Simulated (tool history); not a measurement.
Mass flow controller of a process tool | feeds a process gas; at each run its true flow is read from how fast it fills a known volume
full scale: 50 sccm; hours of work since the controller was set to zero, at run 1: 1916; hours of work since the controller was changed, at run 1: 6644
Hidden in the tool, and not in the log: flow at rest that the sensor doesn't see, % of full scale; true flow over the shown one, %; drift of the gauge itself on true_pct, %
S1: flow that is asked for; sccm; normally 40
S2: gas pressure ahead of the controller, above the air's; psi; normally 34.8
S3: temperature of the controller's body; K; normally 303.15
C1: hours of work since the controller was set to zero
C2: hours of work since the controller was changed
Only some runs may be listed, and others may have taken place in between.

{"run": 1, "hour": 0.0, "S1": 40, "S2": 34.8, "S3": 303.15, "C1": 1916, "C2": 6644, "true flow (%)": 101.83}
{"run": 2, "hour": 372.2, "S1": 40, "S2": 34.8, "S3": 303.15, "C1": 2208, "C2": 6936, "true flow (%)": 101.91}
{"run": 3, "hour": 584.8, "S1": 19, "S2": 34.8, "S3": 303.15, "C1": 2375, "C2": 7103, "true flow (%)": 101.28}
{"run": 4, "hour": 805.0, "S1": 19, "S2": 34.8, "S3": 303.15, "C1": 2547, "C2": 7276, "true flow (%)": 101.39}
{"run": 5, "hour": 1232.0, "S1": 29, "S2": 34.8, "S3": 303.15, "C1": 2882, "C2": 7611, "true flow (%)": 101.72}
{"run": 6, "hour": 1417.6, "S1": 40, "S2": 34.8, "S3": 303.15, "C1": 3028, "C2": 7756, "true flow (%)": 102.16}
{"run": 7, "hour": 1865.7, "S1": 40, "S2": 34.8, "S3": 303.15, "C1": 3379, "C2": 8108, "true flow (%)": 102.37}
{"run": 8, "hour": 2174.1, "S1": 40, "S2": 34.8, "S3": 303.15, "C1": 3621, "C2": 8349, "true flow (%)": 102.52}
{"hour": 2496.2, "done": "controller exchanged for a calibrated one"}
{"run": 9, "hour": 2506.7, "S1": 40, "S2": 34.8, "S3": 303.15, "C1": 8, "C2": 8, "true flow (%)": 99.88}
{"run": 10, "hour": 2783.2, "S1": 40, "S2": 34.8, "S3": 303.15, "C1": 225, "C2": 225, "true flow (%)": 99.86}
{"run": 11, "hour": 3197.9, "S1": 40, "S2": 35.8, "S3": 303.15, "C1": 550, "C2": 550, "true flow (%)": 100.22}
{"run": 12, "hour": 3501.3, "S1": 40, "S2": 34.8, "S3": 303.15, "C1": 788, "C2": 788, "true flow (%)": 100.2}
{"run": 13, "hour": 3858.1, "S1": 40, "S2": 34.8, "S3": 303.15, "C1": 1068, "C2": 1068, "true flow (%)": 100.31}
{"run": 14, "hour": 4183.4, "S1": 40, "S2": 34.8, "S3": 303.15, "C1": 1323, "C2": 1323, "true flow (%)": 100.5}
{"run": 15, "hour": 4618.5, "S1": 40, "S2": 34.8, "S3": 303.15, "C1": 1665, "C2": 1665, "true flow (%)": 100.56}
{"run": 16, "hour": 4978.0, "S1": 40, "S2": 34.8, "S3": 303.15, "C1": 1947, "C2": 1947, "true flow (%)": 100.8}
{"run": 17, "hour": 5257.6, "S1": 40, "S2": 34.8, "S3": 303.15, "C1": 2166, "C2": 2166, "true flow (%)": 100.9}
{"run": 18, "hour": 5706.6, "S1": 40, "S2": 34.8, "S3": 303.15, "C1": 2518, "C2": 2518, "true flow (%)": 101.05}
{"run": 19, "hour": 6003.0, "S1": 39, "S2": 33.9, "S3": 300.15, "C1": 2750, "C2": 2750, "true flow (%)": 100.75}
{"run": 20, "hour": 6190.6, "S1": 40, "S2": 21.6, "S3": 303.15, "C1": 2898, "C2": 2898, "true flow (%)": 101.7}
{"run": 21, "hour": 6471.5, "S1": 40, "S2": 21.6, "S3": 303.15, "C1": 3118, "C2": 3118, "true flow (%)": 101.69}
{"run": 22, "hour": 6690.3, "S1": 6, "S2": 21, "S3": 309.15, "C1": 3290, "C2": 3290, "true flow (%)": 104.32}
{"run": 23, "hour": 6900.3, "S1": 6, "S2": 21, "S3": 309.15, "C1": 3454, "C2": 3454, "true flow (%)": 104.48}
{"run": 24, "hour": 7313.9, "S1": 40, "S2": 25.1, "S3": 312.15, "C1": 3779, "C2": 3779, "true flow (%)": 102.82}
{"run": 25, "hour": 7554.6, "S1": 31, "S2": 40.3, "S3": 296.15, "C1": 3967, "C2": 3967, "true flow (%)": 100.38}
{"run": 26, "hour": 7821.8, "S1": 31, "S2": 40.3, "S3": 296.15, "C1": 4177, "C2": 4177, "true flow (%)": 100.52}
{"run": 27, "hour": 8075.7, "S1": 31, "S2": 40.3, "S3": 296.15, "C1": 4376, "C2": 4376, "true flow (%)": 100.58}
{"run": 28, "hour": 8372.2, "S1": 13, "S2": 21.6, "S3": 294.15, "C1": 4609, "C2": 4609, "true flow (%)": 101.79}
{"hour": 8489.4, "done": "controller's zero set anew"}
{"run": 29, "hour": 8703.4, "S1": 40, "S2": 22.2, "S3": 303.15, "C1": 168, "C2": 4868, "true flow (%)": 101.5}
{"run": 30, "hour": 8937.1, "S1": 40, "S2": 22.2, "S3": 303.15, "C1": 351, "C2": 5051, "true flow (%)": 101.68}
{"run": 31, "hour": 9296.5, "S1": 40, "S2": 38, "S3": 300.15, "C1": 633, "C2": 5333, "true flow (%)": 100.79}
{"run": 32, "hour": 9709.1, "S1": 5, "S2": 36, "S3": 306.15, "C1": 957, "C2": 5657, "true flow (%)": 101.02}
{"run": 33, "hour": 10030.6, "S1": 5, "S2": 31.8, "S3": 303.15, "C1": 1209, "C2": 5909, "true flow (%)": 101.34}
{"run": 34, "hour": 10353.4, "S1": 40, "S2": 39.7, "S3": 311.15, "C1": 1462, "C2": 6162, "true flow (%)": 102.33}
{"run": 35, "hour": 10689.1, "S1": 17, "S2": 34.8, "S3": 303.15, "C1": 1725, "C2": 6426, "true flow (%)": 100.93}

Alternative continuations, all from the tool just after run 35; predict every row:
{"run": "A", "hour": 11116.0, "S1": 40, "S2": 34.8, "S3": 310.15, "C1": 2060, "C2": 6760, "true flow (%)": "?"}
{"run": "B", "hour": 11116.0, "S1": 9, "S2": 34.8, "S3": 303.15, "C1": 2060, "C2": 6760, "true flow (%)": "?"}
{"run": "C", "hour": 11116.0, "S1": 40, "S2": 30.5, "S3": 303.15, "C1": 2060, "C2": 6760, "true flow (%)": "?"}
{"run": "D", "hour": 11116.0, "S1": 40, "S2": 32.8, "S3": 303.15, "C1": 2060, "C2": 6760, "true flow (%)": "?"}
{"run": "E", "hour": 11116.0, "S1": 28, "S2": 20.6, "S3": 310.15, "C1": 2060, "C2": 6760, "true flow (%)": "?"}

run=A true_flow_(%)=102.71
run=B true_flow_(%)=101.53
run=C true_flow_(%)=102.12
run=D true_flow_(%)=102.06
run=E true_flow_(%)=102.66
The same runs, with their run-to-run variation unchanged, on a tool lacking any hidden condition would have given:
run=A true_flow_(%)=100.53
run=B true_flow_(%)=97.99
run=C true_flow_(%)=99.95
run=D true_flow_(%)=99.89
run=E true_flow_(%)=100.32

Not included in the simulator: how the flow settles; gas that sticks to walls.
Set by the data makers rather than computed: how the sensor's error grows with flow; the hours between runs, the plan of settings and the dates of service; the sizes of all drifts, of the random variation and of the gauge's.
